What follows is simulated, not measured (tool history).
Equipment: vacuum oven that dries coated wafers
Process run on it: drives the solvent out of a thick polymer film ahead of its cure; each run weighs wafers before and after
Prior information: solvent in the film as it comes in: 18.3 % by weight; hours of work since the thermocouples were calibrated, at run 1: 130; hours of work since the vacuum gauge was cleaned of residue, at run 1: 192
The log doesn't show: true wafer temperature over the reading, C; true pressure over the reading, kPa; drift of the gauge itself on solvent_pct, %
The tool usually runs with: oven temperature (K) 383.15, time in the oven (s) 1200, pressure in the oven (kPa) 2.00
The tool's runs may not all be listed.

run,day,oven temperature (K),time in the oven (s),pressure in the oven (kPa),hours of work since the thermocouples were calibrated,hours of work since the vacuum gauge was cleaned of residue,solvent left in the film (%)
1,0.000,383.15,1200,2.00,130,192,3.07
2,0.488,383.15,1200,2.00,136,197,2.89
3,0.812,383.15,1200,2.35,140,201,3.13
4,1.388,383.15,1200,2.00,146,208,3.13
5,1.792,383.15,1200,2.00,151,213,3.11
6,2.271,383.15,1200,2.00,157,218,3.01
7,2.858,383.15,1200,2.00,164,225,2.93
8,3.308,383.15,1200,2.00,169,230,3.07
9,3.912,383.15,1200,2.00,176,237,3.08
10,4.217,383.15,1200,2.00,179,241,2.91
11,4.712,368.15,1200,2.00,185,247,8.22
12,5.058,374.15,1200,2.00,189,251,6.13
13,5.550,379.15,1200,2.00,195,256,4.22
14,6.058,379.15,1200,4.52,201,262,5.13
15,6.612,383.15,1200,2.25,207,269,3.02
16,6.908,383.15,1200,2.00,211,272,3.02
17,7.358,383.15,1200,2.00,216,278,3.03
18,7.704,383.15,1200,4.46,220,282,3.78
19,8.042,383.15,1200,4.46,224,286,3.77
20,8.525,383.15,1200,4.46,230,291,3.71
21,8.975,383.15,1200,4.46,235,296,3.79
22,9.617,383.15,1200,4.46,242,304,3.74
23,10.204,383.15,1200,2.00,249,311,3.09
24,10.854,383.15,1200,2.00,257,318,3.11
25,11.396,383.15,780,3.51,263,325,5.48
26,11.862,390.15,720,2.00,269,330,3.29
27,12.338,385.15,600,1.19,274,336,5.62
28,13.029,390.15,600,3.64,282,344,4.48
29,13.600,390.15,600,3.64,289,350,4.51
30,13.917,383.15,1680,1.50,293,354,1.71
31,14.400,375.15,660,1.11,298,360,8.56
32,14.700,386.15,1200,3.19,302,363,2.69
33,15.317,388.15,1200,2.24,309,371,1.91

Predict the results of run 34:
34,15.871,388.15,1200,2.24,316,377,?

Run 34 produced solvent left in the film (%) 1.96.
Were there no unlogged condition in the tool, this run, its random variation unchanged, would have produced solvent left in the film (%) 1.89.
